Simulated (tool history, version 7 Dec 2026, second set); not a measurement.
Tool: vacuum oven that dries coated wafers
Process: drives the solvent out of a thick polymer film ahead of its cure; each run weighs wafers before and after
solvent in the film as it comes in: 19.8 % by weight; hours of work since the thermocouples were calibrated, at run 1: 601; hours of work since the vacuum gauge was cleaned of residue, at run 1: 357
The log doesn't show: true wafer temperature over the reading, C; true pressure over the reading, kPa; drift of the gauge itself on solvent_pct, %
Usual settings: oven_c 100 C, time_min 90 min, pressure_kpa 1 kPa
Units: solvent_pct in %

| run | hour | oven_c | time_min | pressure_kpa | hours of work since the thermocouples were calibrated | hours of work since the vacuum gauge was cleaned of residue | solvent_pct |
|---|---|---|---|---|---|---|---|
| 1 | 0 | 100 | 90 | 1 | 601 | 357 | 1.14 |
| 2 | 28.7 | 106 | 90 | 1 | 615 | 370 | 0.49 |
| 3 | 49.4 | 106 | 90 | 1 | 624 | 380 | 0.49 |
| 4 | 66 | 106 | 90 | 1 | 632 | 388 | 0.48 |
| 5 | 91.5 | 100 | 90 | 1 | 644 | 400 | 1.17 |
| 6 | 124.6 | 100 | 90 | 1 | 660 | 416 | 1.18 |
| 7 | 144.7 | 100 | 90 | 1 | 669 | 425 | 1.2 |
| 8 | 166.1 | 100 | 90 | 1 | 679 | 435 | 1.17 |
| 9 | 198.8 | 100 | 90 | 1 | 695 | 451 | 1.2 |
|  | 203.6 | oven's thermocouples calibrated |
| 10 | 234.1 | 100 | 72 | 1 | 14 | 466 | 1.96 |
| 11 | 258.8 | 100 | 72 | 1 | 26 | 478 | 1.96 |
|  | 292.4 | oven's thermocouples calibrated, once more |
| 12 | 295.5 | 92 | 90 | 1 | 1 | 494 | 2.85 |
| 13 | 313 | 99 | 90 | 2.69 | 10 | 502 | 1.56 |
| 14 | 334.8 | 86 | 102 | 1.32 | 20 | 513 | 4.39 |
| 15 | 365.3 | 91 | 65 | 1 | 34 | 527 | 4.97 |
| 16 | 398.4 | 110 | 58 | 1 | 50 | 543 | 0.66 |
| 17 | 415.6 | 98 | 117 | 1 | 58 | 551 | 0.77 |
| 18 | 433 | 100 | 90 | 1.36 | 66 | 559 | 1.13 |
| 19 | 451.3 | 93 | 48 | 1.15 | 75 | 568 | 5.99 |
| 20 | 483.4 | 93 | 48 | 1.15 | 90 | 583 | 6.03 |
| 21 | 499.7 | 100 | 82 | 0.51 | 98 | 590 | 1.21 |
| 22 | 525.2 | 115 | 118 | 1.04 | 110 | 602 | 0.11 |
| 23 | 544.5 | 115 | 118 | 1.04 | 119 | 612 | 0.16 |

Some steps in solvent_pct between neighbouring runs. How much of each would the tool show without its hidden state too (settings, what came in, random variation), and how much is left for the hidden state, with any gauge scatter that isn't in both results?
Run 9 -> 10: time_min 90 -> 72, oven's thermocouples calibrated. solvent_pct +0.76 %: hidden state +0.11, all else +0.65.
Run 11 -> 12: oven_c 100 -> 92, time_min 72 -> 90, oven's thermocouples calibrated, once more. solvent_pct +0.89 %: hidden state -0.24, all else +1.13.
Run 18 -> 19: oven_c 100 -> 93, time_min 90 -> 48, pressure_kpa 1.36 -> 1.15. solvent_pct +4.86 %: hidden state +0.07, all else +4.79.
Run 20 -> 21: oven_c 93 -> 100, time_min 48 -> 82, pressure_kpa 1.15 -> 0.51. solvent_pct -4.82 %: hidden state -0.05, all else -4.77.
